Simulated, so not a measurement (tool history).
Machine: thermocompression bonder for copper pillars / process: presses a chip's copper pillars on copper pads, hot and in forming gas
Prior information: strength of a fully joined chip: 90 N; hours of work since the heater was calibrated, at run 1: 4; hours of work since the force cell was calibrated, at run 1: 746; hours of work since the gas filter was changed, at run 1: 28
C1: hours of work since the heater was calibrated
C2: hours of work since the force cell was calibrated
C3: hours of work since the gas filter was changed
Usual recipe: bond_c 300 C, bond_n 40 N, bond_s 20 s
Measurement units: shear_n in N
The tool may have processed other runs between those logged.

Run 1, day 0.000: usual settings; C1 4; C2 746; C3 28. Result: shear_n 56.1 N.
Run 2, day 0.279: usual settings; C1 7; C2 750; C3 31. Result: shear_n 55.8 N.
Run 3, day 0.604: usual settings; C1 11; C2 753; C3 35. Result: shear_n 55.5 N.
At day 0.929: force cell calibrated.
Run 4, day 1.058: usual settings; C1 16; C2 2; C3 40. Result: shear_n 56.9 N.
Run 5, day 1.225: usual settings but bond_c 318 C; C1 18; C2 3; C3 41. Result: shear_n 67.0 N.
Run 6, day 1.412: usual settings; C1 20; C2 6; C3 44. Result: shear_n 57.7 N.
Run 7, day 1.779: usual settings but bond_n 26 N; C1 24; C2 10; C3 48. Result: shear_n 39.7 N.
Run 8, day 2.033: usual settings but bond_n 57 N; C1 27; C2 13; C3 51. Result: shear_n 70.7 N.
Run 9, day 2.238: usual settings but bond_n 57 N; C1 29; C2 15; C3 53. Result: shear_n 70.0 N.
Run 10, day 2.629: usual settings but bond_c 278 C; C1 34; C2 20; C3 58. Result: shear_n 44.3 N.
Run 11, day 2.950: usual settings; C1 38; C2 24; C3 62. Result: shear_n 55.9 N.
Run 12, day 3.317: usual settings but bond_s 11 s; C1 42; C2 28; C3 66. Result: shear_n 47.2 N.
Run 13, day 3.550: usual settings; C1 45; C2 31; C3 69. Result: shear_n 55.4 N.
Run 14, day 3.858: usual settings but bond_s 40 s; C1 48; C2 34; C3 72. Result: shear_n 65.3 N.
Run 15, day 4.100: usual settings but bond_s 40 s; C1 51; C2 37; C3 75. Result: shear_n 65.0 N.
Run 16, day 4.333: usual settings but bond_c 285 C, bond_s 40 s; C1 54; C2 40; C3 78. Result: shear_n 57.0 N.
Run 17, day 4.546: usual settings; C1 56; C2 42; C3 80. Result: shear_n 54.7 N.
Run 18, day 4.858: usual settings; C1 60; C2 46; C3 84. Result: shear_n 54.9 N.
Run 19, day 5.025: usual settings; C1 62; C2 48; C3 86. Result: shear_n 54.3 N.
Run 20, day 5.279: usual settings; C1 65; C2 51; C3 89. Result: shear_n 54.2 N.
Run 21, day 5.638: usual settings; C1 69; C2 55; C3 93. Result: shear_n 54.4 N.
Run 22, day 5.833: usual settings but bond_n 25 N, bond_s 13 s; C1 71; C2 57; C3 95. Result: shear_n 30.7 N.
Run 23, day 6.058: usual settings but bond_n 25 N, bond_s 13 s; C1 74; C2 60; C3 98. Result: shear_n 30.6 N.
Run 24, day 6.446: usual settings but bond_n 25 N, bond_s 13 s; C1 79; C2 64; C3 102. Result: shear_n 30.6 N.
At day 6.592: forming gas filter changed.
Run 25, day 6.829: usual settings but bond_n 59 N, bond_s 31 s; C1 83; C2 69; C3 3. Result: shear_n 80.5 N.
Run 26, day 7.175: usual settings but bond_n 59 N, bond_s 31 s; C1 87; C2 73; C3 7. Result: shear_n 80.7 N.
Run 27, day 7.383: usual settings but bond_c 309 C, bond_n 46 N, bond_s 49 s; C1 89; C2 75; C3 9. Result: shear_n 81.2 N.
Run 28, day 7.721: usual settings but bond_c 318 C, bond_n 27 N, bond_s 32 s; C1 93; C2 79; C3 13. Result: shear_n 60.9 N.
Run 29, day 8.012: usual settings but bond_c 318 C, bond_n 27 N, bond_s 32 s; C1 97; C2 82; C3 17. Result: shear_n 60.6 N.
Run 30, day 8.379: usual settings but bond_c 328 C, bond_n 47 N, bond_s 22 s; C1 101; C2 87; C3 21. Result: shear_n 79.7 N.

What will run 31 give?
Run 31, day 8.558: usual settings but bond_n 32 N, bond_s 42 s; C1 103; C2 89; C3 23. Result: shear_n ?.

{"run 31": {"shear_n": 61.3}}
Minus the tool's unlogged condition, the same run would have read shear_n 62.9 N.
